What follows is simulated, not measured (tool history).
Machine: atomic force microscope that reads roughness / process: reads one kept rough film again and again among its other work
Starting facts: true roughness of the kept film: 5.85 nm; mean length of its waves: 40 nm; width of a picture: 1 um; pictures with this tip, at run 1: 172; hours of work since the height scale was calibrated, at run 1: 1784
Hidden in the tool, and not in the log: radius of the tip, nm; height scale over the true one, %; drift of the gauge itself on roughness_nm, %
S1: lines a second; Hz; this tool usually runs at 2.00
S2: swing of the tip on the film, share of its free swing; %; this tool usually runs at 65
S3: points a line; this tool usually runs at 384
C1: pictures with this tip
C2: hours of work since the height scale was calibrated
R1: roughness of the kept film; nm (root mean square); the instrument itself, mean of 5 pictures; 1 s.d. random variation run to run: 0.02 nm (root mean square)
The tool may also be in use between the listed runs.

run,hour,S1,S2,S3,C1,C2,R1
1,0.0,2.00,65,384,172,1784,4.039
# hour 24.1: new tip fitted
2,52.7,2.00,65,384,69,1821,4.547
3,79.2,2.00,65,384,133,1839,4.297
# hour 122.8: new tip fitted
4,144.6,2.00,65,384,53,1885,4.631
5,190.8,2.00,65,384,164,1917,4.122
# hour 220.2: new tip fitted
6,230.8,2.00,65,384,25,1945,4.761
7,269.1,2.00,65,384,117,1972,4.340
# hour 316.7: new tip fitted
8,321.8,2.00,65,384,12,2009,4.888
9,352.6,2.00,65,384,86,2031,4.511
10,401.2,2.00,65,384,203,2065,4.015
# hour 416.0: new tip fitted
11,446.5,2.00,65,384,74,2096,4.575
12,497.7,2.00,65,575,197,2132,4.066
# hour 514.2: new tip fitted
13,554.8,2.00,65,384,98,2172,4.446
# hour 609.4: new tip fitted
14,610.5,2.00,65,384,3,2211,4.920
15,647.0,2.00,65,384,91,2237,4.469
# hour 707.3: new tip fitted
16,707.3,2.00,65,384,0,2279,4.969
17,750.6,2.00,65,384,105,2309,4.406
18,779.0,2.00,65,384,173,2329,4.101
# hour 803.3: new tip fitted
19,843.8,2.00,65,384,98,2374,4.423
20,877.1,2.00,65,384,178,2398,4.113
# hour 898.2: new tip fitted
21,915.3,2.00,81,384,40,2424,4.243
22,970.7,2.00,81,384,174,2463,3.652
# hour 995.4: new tip fitted
23,1020.3,2.00,81,384,60,2498,4.120
24,1079.2,2.00,81,410,202,2539,3.569
# hour 1095.4: new tip fitted
# hour 1138.7: height scale calibrated on a step standard
25,1141.7,2.00,81,410,108,2,3.935
# hour 1193.4: new tip fitted
26,1193.5,2.00,81,410,0,38,4.380
27,1253.4,1.64,73,287,144,80,4.046
28,1286.8,1.40,77,883,224,104,3.744
# hour 1292.1: new tip fitted
29,1319.3,3.03,70,883,65,126,4.238
30,1352.2,2.00,84,630,145,150,3.681
# hour 1389.0: new tip fitted
31,1391.6,2.00,84,630,6,177,4.243
32,1429.0,2.00,84,630,96,203,3.857
33,1464.0,2.00,87,384,180,228,3.427
# hour 1488.3: new tip fitted
34,1500.7,1.20,87,706,29,253,4.402
35,1534.0,0.61,87,706,110,277,4.323
# hour 1585.4: new tip fitted
36,1597.6,1.97,83,973,29,321,4.225
37,1645.0,2.00,56,767,144,354,4.338
# hour 1680.5: new tip fitted
38,1680.5,2.00,56,348,0,379,5.056
39,1722.1,2.13,61,751,100,408,4.446
# hour 1775.4: new tip fitted
40,1785.8,0.88,65,384,25,453,4.970
41,1849.3,0.88,65,384,178,498,4.242
# hour 1873.2: new tip fitted
42,1893.8,0.61,65,384,49,528,4.890
43,1940.2,0.61,65,384,161,561,4.358
# hour 1970.1: new tip fitted
44,1991.2,3.80,65,384,51,597,4.287
45,2018.6,3.52,70,564,117,616,3.865
46,2057.3,1.00,63,762,210,643,4.121
# hour 2068.4: new tip fitted
47,2119.5,1.00,63,762,123,687,4.483
# hour 2163.9: new tip fitted
48,2172.8,2.63,63,762,21,724,4.694
49,2234.9,2.63,63,762,171,767,4.061
# hour 2263.3: new tip fitted
50,2293.3,1.79,65,401,72,808,4.570

Same runs, no hidden state in the tool, same run-to-run variation:
run,R1
1,4.841
2,4.873
3,4.889
4,4.894
5,4.858
6,4.842
7,4.871
8,4.875
9,4.854
10,4.870
11,4.885
12,4.891
13,4.859
14,4.875
15,4.882
16,4.886
17,4.880
18,4.886
19,4.866
20,4.910
21,4.368
22,4.377
23,4.379
24,4.387
25,4.357
26,4.378
27,4.724
28,4.732
29,4.527
30,4.263
31,4.270
32,4.270
33,4.147
34,4.526
35,4.874
36,4.354
37,5.043
38,5.040
39,4.960
40,5.093
41,5.111
42,5.157
43,5.167
44,4.579
45,4.396
46,5.121
47,5.102
48,4.805
49,4.837
50,4.912

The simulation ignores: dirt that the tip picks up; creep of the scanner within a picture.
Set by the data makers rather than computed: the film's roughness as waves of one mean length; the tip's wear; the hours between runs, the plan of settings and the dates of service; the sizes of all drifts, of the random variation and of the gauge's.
